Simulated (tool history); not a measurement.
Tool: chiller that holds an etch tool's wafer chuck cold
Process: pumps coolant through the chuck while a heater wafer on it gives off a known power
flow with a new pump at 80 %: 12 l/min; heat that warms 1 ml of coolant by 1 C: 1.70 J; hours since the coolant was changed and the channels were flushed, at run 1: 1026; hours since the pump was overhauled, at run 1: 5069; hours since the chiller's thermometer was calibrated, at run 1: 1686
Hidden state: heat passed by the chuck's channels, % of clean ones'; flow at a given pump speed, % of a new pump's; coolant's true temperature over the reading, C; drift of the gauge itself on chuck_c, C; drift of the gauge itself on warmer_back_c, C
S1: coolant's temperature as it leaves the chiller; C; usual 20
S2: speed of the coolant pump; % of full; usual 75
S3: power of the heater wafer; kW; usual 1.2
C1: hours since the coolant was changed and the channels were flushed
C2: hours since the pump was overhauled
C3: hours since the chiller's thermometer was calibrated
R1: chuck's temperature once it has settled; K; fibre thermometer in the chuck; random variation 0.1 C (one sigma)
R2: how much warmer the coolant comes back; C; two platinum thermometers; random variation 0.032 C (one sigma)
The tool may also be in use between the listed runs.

run     day  S1  S2     S3    C1    C2    C3      R1    R2
  1       0  20  75    1.2  1026  5069  1686  309.35  4.21
  2   3.062  26  75    1.2  1099  5142  1760  315.25  4.28
  3   9.038  26  75    1.2  1243  5286  1903  315.25  4.25
  4  13.333  26  75    1.2  1346  5389  2006  315.55  4.34
  5  16.846  26  63    1.2  1430  5473  2091  317.55  5.21
  6  22.442  20  75    1.2  1565  5607  2225  309.75  4.31
  7  27.467  23  75    1.2  1685  5728  2345  312.65  4.37
  8  30.675  20  75    1.2  1762  5805  2422  309.95  4.34
  9  33.575  20  75  0.691  1832  5874  2492  302.85  2.57
 10  39.129  20  75  0.691  1965  6008  2625  302.95  2.53
 11  44.042  20  75  0.691  2083  6126  2743  303.25  2.53
 12  49.042  20  75  0.691  2203  6246  2863  303.15  2.49
 13  53.283  20  75  0.691  2305  6347  2965  303.35  2.51
 14  56.738  20  75    1.2  2388  6430  3048  310.35  4.44
 15  61.579  20  75    1.2  2504  6547  3164  310.55  4.37
     62.154  -- chiller's thermometer calibrated
 16   64.85  20  75  0.786  2581  6624    65  305.05   2.9
 17  68.329  18  75   1.11  2665  6708   148  307.65  4.13
 18  72.975  14  75   0.88  2776  6819   260  300.65  3.27
 19  77.467  20  78    1.2  2884  6927   367  310.75  4.33
 20  80.683  12  61  0.943  2961  7004   445  301.55  4.41
     81.658  -- coolant pump overhauled
     84.708  -- chiller's thermometer calibrated, once more
 21  86.358  11  91  0.628  3092   112    40  291.25  1.62
 22  91.933  17  75  0.956  3225   246   173  302.65  3.01

Forecast run 23:
 23  97.662  18  99  0.601  3363  383  311   ?   ?

{"run 23": {"R1": 297.75, "R2": 1.46}}
Without the tool's hidden state the same run would have given R1 297.05 K, R2 1.44 C.

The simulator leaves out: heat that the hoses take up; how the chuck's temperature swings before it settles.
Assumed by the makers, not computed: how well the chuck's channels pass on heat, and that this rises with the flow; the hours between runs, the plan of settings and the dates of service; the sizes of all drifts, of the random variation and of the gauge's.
